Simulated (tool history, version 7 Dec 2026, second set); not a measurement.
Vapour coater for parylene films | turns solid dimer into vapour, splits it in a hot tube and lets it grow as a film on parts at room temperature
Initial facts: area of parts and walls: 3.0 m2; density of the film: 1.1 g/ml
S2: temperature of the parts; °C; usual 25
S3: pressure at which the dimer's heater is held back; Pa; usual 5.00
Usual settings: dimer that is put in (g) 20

{"run": 1, "hour": 0.0, "dimer that is put in (g)": 20, "S2": 25, "S3": 5.0, "thickness of the film (nm)": 4120}
{"run": 2, "hour": 18.0, "dimer that is put in (g)": 20, "S2": 25, "S3": 5.0, "thickness of the film (nm)": 4130}
{"run": 3, "hour": 38.6, "dimer that is put in (g)": 20, "S2": 25, "S3": 5.0, "thickness of the film (nm)": 4150}
{"run": 4, "hour": 80.9, "dimer that is put in (g)": 20, "S2": 25, "S3": 5.0, "thickness of the film (nm)": 4070}
{"run": 5, "hour": 112.3, "dimer that is put in (g)": 21, "S2": 25, "S3": 5.0, "thickness of the film (nm)": 4360}
{"run": 6, "hour": 147.5, "dimer that is put in (g)": 21, "S2": 25, "S3": 5.0, "thickness of the film (nm)": 4330}
{"hour": 186.9, "done": "trap's valve overhauled"}
{"run": 7, "hour": 191.1, "dimer that is put in (g)": 20, "S2": 25, "S3": 5.0, "thickness of the film (nm)": 4160}
{"run": 8, "hour": 230.4, "dimer that is put in (g)": 20, "S2": 25, "S3": 5.0, "thickness of the film (nm)": 4080}
{"run": 9, "hour": 252.5, "dimer that is put in (g)": 20, "S2": 21, "S3": 9.83, "thickness of the film (nm)": 4660}
{"run": 10, "hour": 288.7, "dimer that is put in (g)": 14, "S2": 36, "S3": 3.07, "thickness of the film (nm)": 1900}
{"run": 11, "hour": 328.7, "dimer that is put in (g)": 14, "S2": 31, "S3": 3.77, "thickness of the film (nm)": 2330}
{"run": 12, "hour": 358.6, "dimer that is put in (g)": 17, "S2": 19, "S3": 3.57, "thickness of the film (nm)": 4560}
{"run": 13, "hour": 401.1, "dimer that is put in (g)": 14, "S2": 25, "S3": 6.59, "thickness of the film (nm)": 2820}
{"run": 14, "hour": 440.6, "dimer that is put in (g)": 9, "S2": 27, "S3": 3.51, "thickness of the film (nm)": 1750}
{"run": 15, "hour": 472.1, "dimer that is put in (g)": 9, "S2": 23, "S3": 4.72, "thickness of the film (nm)": 2020}

Pick out some run-to-run changes in thickness of the film (nm). Of each, how much would a tool without hidden state show as well, from the settings, what came in and chance, and how much is left for the hidden state and any gauge scatter not in both results compared?
Hidden state at play: vapour lost through the trap's worn valve, %; true temperature of the parts over the reading, C; drift of the gauge itself on film_um, %.
Run 9 -> 10: dimer that is put in (g) 20 -> 14, S2 21 -> 36, S3 9.83 -> 3.07. thickness of the film (nm) -2760: hidden state +20, all else -2780.
Run 11 -> 12: dimer that is put in (g) 14 -> 17, S2 31 -> 19, S3 3.77 -> 3.57. thickness of the film (nm) +2230: hidden state -30, all else +2260.
